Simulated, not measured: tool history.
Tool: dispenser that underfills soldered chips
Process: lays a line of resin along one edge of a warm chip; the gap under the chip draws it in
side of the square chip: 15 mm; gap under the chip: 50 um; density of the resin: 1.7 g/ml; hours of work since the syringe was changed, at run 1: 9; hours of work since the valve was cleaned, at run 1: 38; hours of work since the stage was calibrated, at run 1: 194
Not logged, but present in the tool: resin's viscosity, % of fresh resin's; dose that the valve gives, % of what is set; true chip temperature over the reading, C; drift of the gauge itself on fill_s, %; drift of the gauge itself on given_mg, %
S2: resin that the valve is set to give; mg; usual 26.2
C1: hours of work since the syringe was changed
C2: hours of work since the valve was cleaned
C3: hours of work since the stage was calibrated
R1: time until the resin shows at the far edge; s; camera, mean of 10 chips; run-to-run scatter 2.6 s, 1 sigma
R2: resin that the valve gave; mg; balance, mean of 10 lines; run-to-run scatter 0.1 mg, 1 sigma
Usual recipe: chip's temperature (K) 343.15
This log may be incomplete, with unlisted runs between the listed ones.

{"run": 1, "hour": 0.0, "chip's temperature (K)": 343.15, "S2": 26.2, "C1": 9, "C2": 38, "C3": 194, "R1": 473.4, "R2": 25.7}
{"hour": 1.8, "done": "new syringe of resin"}
{"run": 2, "hour": 9.6, "chip's temperature (K)": 343.15, "S2": 26.2, "C1": 5, "C2": 44, "C3": 200, "R1": 368.4, "R2": 25.61}
{"hour": 17.0, "done": "new syringe of resin"}
{"run": 3, "hour": 19.5, "chip's temperature (K)": 350.15, "S2": 26.2, "C1": 2, "C2": 51, "C3": 207, "R1": 236.1, "R2": 25.5}
{"run": 4, "hour": 25.8, "chip's temperature (K)": 343.15, "S2": 26.2, "C1": 6, "C2": 55, "C3": 211, "R1": 397.8, "R2": 25.47}
{"run": 5, "hour": 30.6, "chip's temperature (K)": 343.15, "S2": 26.2, "C1": 9, "C2": 58, "C3": 215, "R1": 472.4, "R2": 25.19}
{"hour": 32.7, "done": "new syringe of resin"}
{"run": 6, "hour": 39.6, "chip's temperature (K)": 343.15, "S2": 26.2, "C1": 5, "C2": 64, "C3": 221, "R1": 361.3, "R2": 25.26}
{"hour": 47.3, "done": "dispensing valve cleaned and set on the balance"}
{"run": 7, "hour": 48.5, "chip's temperature (K)": 343.15, "S2": 26.2, "C1": 10, "C2": 1, "C3": 226, "R1": 507.3, "R2": 26.21}
{"hour": 49.6, "done": "new syringe of resin"}
{"run": 8, "hour": 53.3, "chip's temperature (K)": 343.15, "S2": 26.2, "C1": 3, "C2": 4, "C3": 229, "R1": 308.1, "R2": 26.13}
{"run": 9, "hour": 58.6, "chip's temperature (K)": 339.15, "S2": 26.2, "C1": 6, "C2": 8, "C3": 233, "R1": 442, "R2": 25.83}
{"run": 10, "hour": 64.5, "chip's temperature (K)": 339.15, "S2": 26.2, "C1": 10, "C2": 12, "C3": 237, "R1": 569.9, "R2": 25.92}
{"hour": 65.7, "done": "new syringe of resin"}
{"run": 11, "hour": 71.9, "chip's temperature (K)": 339.15, "S2": 26.2, "C1": 4, "C2": 17, "C3": 242, "R1": 396, "R2": 25.94}
{"run": 12, "hour": 80.0, "chip's temperature (K)": 339.15, "S2": 26.2, "C1": 10, "C2": 22, "C3": 247, "R1": 563.8, "R2": 25.84}
{"hour": 81.8, "done": "new syringe of resin"}
{"run": 13, "hour": 90.6, "chip's temperature (K)": 339.15, "S2": 26.2, "C1": 6, "C2": 29, "C3": 255, "R1": 455.9, "R2": 25.71}
{"run": 14, "hour": 96.1, "chip's temperature (K)": 339.15, "S2": 26.2, "C1": 10, "C2": 33, "C3": 258, "R1": 571.2, "R2": 25.71}
{"hour": 97.6, "done": "new syringe of resin"}
{"run": 15, "hour": 107.0, "chip's temperature (K)": 343.15, "S2": 27.6, "C1": 6, "C2": 40, "C3": 266, "R1": 398.1, "R2": 27.02}
{"hour": 113.0, "done": "new syringe of resin"}
{"run": 16, "hour": 114.9, "chip's temperature (K)": 330.15, "S2": 30.7, "C1": 1, "C2": 46, "C3": 271, "R1": 445.8, "R2": 30.01}
{"run": 17, "hour": 120.1, "chip's temperature (K)": 333.15, "S2": 23.2, "C1": 5, "C2": 49, "C3": 274, "R1": 532.9, "R2": 22.56}
{"run": 18, "hour": 126.3, "chip's temperature (K)": 333.15, "S2": 22.4, "C1": 9, "C2": 53, "C3": 279, "R1": 703.9, "R2": 21.81}
{"hour": 128.4, "done": "new syringe of resin"}
{"run": 19, "hour": 136.4, "chip's temperature (K)": 331.15, "S2": 31, "C1": 6, "C2": 60, "C3": 286, "R1": 548.7, "R2": 30.07}
{"hour": 143.9, "done": "new syringe of resin"}
{"run": 20, "hour": 144.7, "chip's temperature (K)": 331.15, "S2": 31, "C1": 1, "C2": 66, "C3": 291, "R1": 403.2, "R2": 29.93}
{"hour": 150.1, "done": "dispensing valve cleaned and set on the balance"}
{"run": 21, "hour": 150.8, "chip's temperature (K)": 331.15, "S2": 31, "C1": 4, "C2": 0, "C3": 295, "R1": 502.5, "R2": 31}
{"run": 22, "hour": 155.5, "chip's temperature (K)": 331.15, "S2": 34, "C1": 7, "C2": 4, "C3": 298, "R1": 620.5, "R2": 34.09}
{"hour": 160.5, "done": "new syringe of resin"}
{"run": 23, "hour": 164.7, "chip's temperature (K)": 328.15, "S2": 29.1, "C1": 3, "C2": 10, "C3": 304, "R1": 518.6, "R2": 28.87}
{"run": 24, "hour": 171.3, "chip's temperature (K)": 328.15, "S2": 23.2, "C1": 7, "C2": 14, "C3": 308, "R1": 742.5, "R2": 23}
{"hour": 176.0, "done": "new syringe of resin"}
{"run": 25, "hour": 178.0, "chip's temperature (K)": 328.15, "S2": 23.2, "C1": 1, "C2": 19, "C3": 313, "R1": 515.8, "R2": 22.83}
{"run": 26, "hour": 185.9, "chip's temperature (K)": 339.15, "S2": 26.2, "C1": 7, "C2": 24, "C3": 318, "R1": 470.1, "R2": 25.81}
{"hour": 191.5, "done": "new syringe of resin"}
{"run": 27, "hour": 194.2, "chip's temperature (K)": 329.15, "S2": 33.4, "C1": 2, "C2": 30, "C3": 324, "R1": 470.5, "R2": 32.91}
{"run": 28, "hour": 200.6, "chip's temperature (K)": 343.15, "S2": 26.2, "C1": 6, "C2": 34, "C3": 328, "R1": 411.3, "R2": 25.53}
{"hour": 207.0, "done": "new syringe of resin"}
{"run": 29, "hour": 211.8, "chip's temperature (K)": 337.15, "S2": 23.4, "C1": 3, "C2": 42, "C3": 336, "R1": 413.1, "R2": 22.67}
{"run": 30, "hour": 220.7, "chip's temperature (K)": 332.15, "S2": 31.6, "C1": 9, "C2": 48, "C3": 342, "R1": 673, "R2": 30.63}

Consider 5 possible next runs. They are alternatives, not a sequence: every one starts from the tool as it was left by run 30. What does each give?
{"hour": 222.8, "done": "new syringe of resin"}
{"run": "A", "hour": 231.2, "chip's temperature (K)": 329.15, "S2": 26.7, "C1": 6, "C2": 55, "C3": 349, "R1": "?", "R2": "?"}
{"hour": 222.8, "done": "new syringe of resin"}
{"run": "B", "hour": 231.2, "chip's temperature (K)": 339.15, "S2": 31.6, "C1": 6, "C2": 55, "C3": 349, "R1": "?", "R2": "?"}
{"hour": 222.8, "done": "new syringe of resin"}
{"run": "C", "hour": 231.2, "chip's temperature (K)": 357.15, "S2": 32.8, "C1": 6, "C2": 55, "C3": 349, "R1": "?", "R2": "?"}
{"hour": 222.8, "done": "new syringe of resin"}
{"run": "D", "hour": 231.2, "chip's temperature (K)": 351.15, "S2": 25.2, "C1": 6, "C2": 55, "C3": 349, "R1": "?", "R2": "?"}
{"hour": 222.8, "done": "new syringe of resin"}
{"run": "E", "hour": 231.2, "chip's temperature (K)": 340.15, "S2": 33, "C1": 6, "C2": 55, "C3": 349, "R1": "?", "R2": "?"}

run=A R1=614.1 R2=25.96
run=B R1=435.6 R2=30.66
run=C R1=239.4 R2=31.75
run=D R1=304.3 R2=24.38
run=E R1=415.9 R2=32.05
With no hidden state in the tool, these same runs would have given:
run=A R1=399.4 R2=26.79
run=B R1=285.6 R2=31.64
run=C R1=158 R2=32.77
run=D R1=199.2 R2=25.16
run=E R1=273.1 R2=33.07
